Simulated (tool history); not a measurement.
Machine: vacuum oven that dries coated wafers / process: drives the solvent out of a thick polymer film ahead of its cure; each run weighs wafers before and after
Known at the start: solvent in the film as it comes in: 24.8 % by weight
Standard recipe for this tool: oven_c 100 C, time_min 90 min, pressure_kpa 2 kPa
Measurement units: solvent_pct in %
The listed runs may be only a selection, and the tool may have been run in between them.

run,hour,oven_c,time_min,pressure_kpa,solvent_pct
1,0,100,90,2,4.51
2,10.2,100,90,2,4.6
3,16.2,100,90,2,4.59
4,22.7,100,90,2,4.54
5,34.8,111,90,2,1.4
6,43.7,111,90,2,1.41
7,54.3,100,117,2,3.06
8,62.3,95,90,2,6.55
9,68.6,100,90,2,4.66
10,76.7,100,90,2,4.69
11,87.4,100,90,2,4.49
12,96.6,100,77,2,5.63
13,107.1,100,149,2,2.12
14,112.8,100,149,2,2.12
15,124.9,100,90,4.98,5.65
16,132.7,100,90,1.01,4.29
17,144.8,100,134,1.01,2.09
18,151.8,100,134,1.01,2.12
19,156.9,100,134,1.01,2.09
20,168.7,100,134,1.01,2.02
21,180.2,100,90,2,4.59
22,185.9,100,51,2,8.38
23,192.8,100,51,2,8.48
24,198.8,109,90,2,1.82
25,206.5,109,90,2,1.85
26,215.6,88,58,4.15,13.47
27,220.7,101,56,1.04,7.09
28,227.7,100,139,2,2.39
29,237.2,91,105,2,7.58
30,244.1,101,52,2,7.9
31,254.9,97,54,5.27,10.51
32,266.9,100,94,2,4.31
33,275.3,113,103,7.89,2.55
34,282.9,110,97,1.29,1.22
35,295.1,111,55,1.29,3.3
36,306,111,55,1.29,3.33
37,311.3,111,55,1.29,3.31
38,317.8,111,55,1.29,3.38
39,324.1,103,51,6.54,8.52
40,334.3,86,57,2,13.61
41,345.8,86,57,2,13.78
42,356.8,86,57,2,13.87
43,364.7,86,57,2,13.62
44,373.9,100,121,2.95,3.34
45,380.4,100,135,4.66,3.59
46,390.5,100,135,4.66,3.56
47,401.7,105,118,4.66,2.71

For some of the steps in solvent_pct from one run to the next: how much would appear even if the tool had no hidden state, given the settings, what came in and random variation, and how much remains for the hidden state plus any gauge scatter that the measured result and the result without hidden state don't share?
Hidden state at play: true wafer temperature over the reading, C; true pressure over the reading, kPa; drift of the gauge itself on solvent_pct, %.
Run 23 -> 24: oven_c 100 -> 109, time_min 51 -> 90. solvent_pct -6.66 %: hidden state -0.19, all else -6.47.
Run 25 -> 26: oven_c 109 -> 88, time_min 90 -> 58, pressure_kpa 2 -> 4.15. solvent_pct +11.62 %: hidden state +0.17, all else +11.45.
Run 28 -> 29: oven_c 100 -> 91, time_min 139 -> 105. solvent_pct +5.19 %: hidden state +0.19, all else +5.
Run 32 -> 33: oven_c 100 -> 113, time_min 94 -> 103, pressure_kpa 2 -> 7.89. solvent_pct -1.76 %: hidden state -0.21, all else -1.55.
Run 43 -> 44: oven_c 86 -> 100, time_min 57 -> 121, pressure_kpa 2 -> 2.95. solvent_pct -10.28 %: hidden state -0.07, all else -10.21.

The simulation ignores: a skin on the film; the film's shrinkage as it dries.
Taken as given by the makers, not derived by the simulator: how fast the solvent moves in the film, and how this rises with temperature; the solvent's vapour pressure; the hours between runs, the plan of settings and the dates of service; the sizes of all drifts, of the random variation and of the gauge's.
